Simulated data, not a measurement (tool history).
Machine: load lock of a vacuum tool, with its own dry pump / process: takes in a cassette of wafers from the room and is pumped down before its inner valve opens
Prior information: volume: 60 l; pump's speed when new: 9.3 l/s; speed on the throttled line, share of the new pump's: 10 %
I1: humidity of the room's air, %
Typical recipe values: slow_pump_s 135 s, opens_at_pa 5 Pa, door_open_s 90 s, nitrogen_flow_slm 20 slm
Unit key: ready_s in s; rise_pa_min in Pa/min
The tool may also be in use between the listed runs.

run 1 hour=0 | slow_pump_s=135 opens_at_pa=5 door_open_s=90 nitrogen_flow_slm=20 | I1=44.7 | ready_s=194.6 rise_pa_min=0.04
run 2 hour=93.1 | slow_pump_s=135 opens_at_pa=5 door_open_s=90 nitrogen_flow_slm=6 | I1=44.5 | ready_s=192.2 rise_pa_min=0.047
run 3 hour=198.9 | slow_pump_s=135 opens_at_pa=5 door_open_s=90 nitrogen_flow_slm=20 | I1=41.4 | ready_s=194.6 rise_pa_min=0.035
run 4 hour=364 | slow_pump_s=135 opens_at_pa=9 door_open_s=90 nitrogen_flow_slm=20 | I1=48.7 | ready_s=189.6 rise_pa_min=0.038
run 5 hour=461.7 | slow_pump_s=135 opens_at_pa=9 door_open_s=90 nitrogen_flow_slm=20 | I1=43.8 | ready_s=190 rise_pa_min=0.035
run 6 hour=597.9 | slow_pump_s=135 opens_at_pa=9 door_open_s=90 nitrogen_flow_slm=20 | I1=46.1 | ready_s=185.3 rise_pa_min=0.042
run 7 hour=751 | slow_pump_s=135 opens_at_pa=5 door_open_s=90 nitrogen_flow_slm=20 | I1=48.3 | ready_s=194.6 rise_pa_min=0.04
run 8 hour=819.2 | slow_pump_s=135 opens_at_pa=5 door_open_s=90 nitrogen_flow_slm=20 | I1=41.3 | ready_s=195.3 rise_pa_min=0.03
run 9 hour=924.1 | slow_pump_s=135 opens_at_pa=5 door_open_s=90 nitrogen_flow_slm=20 | I1=46.4 | ready_s=195.9 rise_pa_min=0.044
run 10 hour=1083.6 | slow_pump_s=135 opens_at_pa=5 door_open_s=90 nitrogen_flow_slm=20 | I1=41.8 | ready_s=195.4 rise_pa_min=0.034
run 11 hour=1193.5 | slow_pump_s=135 opens_at_pa=5 door_open_s=39 nitrogen_flow_slm=20 | I1=43.8 | ready_s=195 rise_pa_min=0.025
run 12 hour=1310.3 | slow_pump_s=135 opens_at_pa=5 door_open_s=39 nitrogen_flow_slm=20 | I1=46.6 | ready_s=196.7 rise_pa_min=0.03
run 13 hour=1411.8 | slow_pump_s=140 opens_at_pa=5 door_open_s=90 nitrogen_flow_slm=20 | I1=42.2 | ready_s=199.6 rise_pa_min=0.042
run 14 hour=1555.3 | slow_pump_s=140 opens_at_pa=5 door_open_s=90 nitrogen_flow_slm=20 | I1=45.7 | ready_s=199.2 rise_pa_min=0.044
run 15 hour=1682.8 | slow_pump_s=140 opens_at_pa=5 door_open_s=90 nitrogen_flow_slm=20 | I1=43.3 | ready_s=199.2 rise_pa_min=0.038
run 16 hour=1828.8 | slow_pump_s=140 opens_at_pa=5 door_open_s=90 nitrogen_flow_slm=20 | I1=47.9 | ready_s=201.7 rise_pa_min=0.045
run 17 hour=1957 | slow_pump_s=140 opens_at_pa=5 door_open_s=146 nitrogen_flow_slm=20 | I1=45.8 | ready_s=200.3 rise_pa_min=0.056
run 18 hour=2103.1 | slow_pump_s=140 opens_at_pa=5 door_open_s=146 nitrogen_flow_slm=20 | I1=48.7 | ready_s=199.6 rise_pa_min=0.059
run 19 hour=2195 | slow_pump_s=107 opens_at_pa=8 door_open_s=26 nitrogen_flow_slm=25 | I1=45.1 | ready_s=166.9 rise_pa_min=0.027
run 20 hour=2318.7 | slow_pump_s=107 opens_at_pa=8 door_open_s=26 nitrogen_flow_slm=25 | I1=44.3 | ready_s=169.7 rise_pa_min=0.027
run 21 hour=2481.8 | slow_pump_s=107 opens_at_pa=8 door_open_s=26 nitrogen_flow_slm=25 | I1=43.3 | ready_s=166.4 rise_pa_min=0.022
run 22 hour=2589.1 | slow_pump_s=107 opens_at_pa=8 door_open_s=26 nitrogen_flow_slm=25 | I1=45 | ready_s=170.3 rise_pa_min=0.027
run 23 hour=2752.2 | slow_pump_s=135 opens_at_pa=5 door_open_s=61 nitrogen_flow_slm=6 | I1=44.1 | ready_s=197.6 rise_pa_min=0.049
run 24 hour=2869.4 | slow_pump_s=135 opens_at_pa=7 door_open_s=186 nitrogen_flow_slm=20 | I1=44.8 | ready_s=194.5 rise_pa_min=0.058
run 25 hour=2986.5 | slow_pump_s=86 opens_at_pa=7 door_open_s=60 nitrogen_flow_slm=12 | I1=43.4 | ready_s=151 rise_pa_min=0.041
run 26 hour=3096.4 | slow_pump_s=86 opens_at_pa=7 door_open_s=60 nitrogen_flow_slm=12 | I1=46.2 | ready_s=150.7 rise_pa_min=0.046
run 27 hour=3256.4 | slow_pump_s=86 opens_at_pa=6 door_open_s=60 nitrogen_flow_slm=12 | I1=44.4 | ready_s=152.6 rise_pa_min=0.05
run 28 hour=3394.5 | slow_pump_s=86 opens_at_pa=6 door_open_s=60 nitrogen_flow_slm=12 | I1=47.4 | ready_s=151.3 rise_pa_min=0.049
run 29 hour=3512.9 | slow_pump_s=86 opens_at_pa=6 door_open_s=60 nitrogen_flow_slm=12 | I1=45.1 | ready_s=152.3 rise_pa_min=0.045
run 30 hour=3626.9 | slow_pump_s=86 opens_at_pa=6 door_open_s=60 nitrogen_flow_slm=12 | I1=44.4 | ready_s=153.2 rise_pa_min=0.037
run 31 hour=3751.7 | slow_pump_s=135 opens_at_pa=5 door_open_s=90 nitrogen_flow_slm=29 | I1=46.5 | ready_s=198.2 rise_pa_min=0.044
run 32 hour=3826.5 | slow_pump_s=270 opens_at_pa=7 door_open_s=38 nitrogen_flow_slm=19 | I1=44.1 | ready_s=318.2 rise_pa_min=0.03
run 33 hour=3938 | slow_pump_s=68 opens_at_pa=6 door_open_s=162 nitrogen_flow_slm=5 | I1=44.5 | ready_s=139.2 rise_pa_min=0.071
run 34 hour=4068.3 | slow_pump_s=152 opens_at_pa=5 door_open_s=27 nitrogen_flow_slm=20 | I1=45.9 | ready_s=214.2 rise_pa_min=0.036
run 35 hour=4154.3 | slow_pump_s=152 opens_at_pa=5 door_open_s=27 nitrogen_flow_slm=20 | I1=46.4 | ready_s=212.8 rise_pa_min=0.031
run 36 hour=4233 | slow_pump_s=104 opens_at_pa=5 door_open_s=48 nitrogen_flow_slm=4 | I1=46.5 | ready_s=173.6 rise_pa_min=0.049

Hidden state or all else? Some run-to-run changes of ready_s, split into what the settings, what came in and random variation would give without the hidden state, and what is left for the hidden state (with any gauge scatter that isn't in both results):
Hidden state present: pump's speed, % of a new pump's; leak at the door's seal, Pa l/s; drift of the gauge itself on ready_s, %; drift of the gauge itself on rise_pa_min, %.
Run 31 -> 32: slow_pump_s 135 -> 270, opens_at_pa 5 -> 7, door_open_s 90 -> 38, nitrogen_flow_slm 29 -> 19. ready_s +120 s: hidden state -3.2, all else +123.2.
Run 32 -> 33: slow_pump_s 270 -> 68, opens_at_pa 7 -> 6, door_open_s 38 -> 162, nitrogen_flow_slm 19 -> 5. ready_s -179 s: hidden state +4.8, all else -183.8.
Run 33 -> 34: slow_pump_s 68 -> 152, opens_at_pa 6 -> 5, door_open_s 162 -> 27, nitrogen_flow_slm 5 -> 20. ready_s +75 s: hidden state -1.5, all else +76.5.
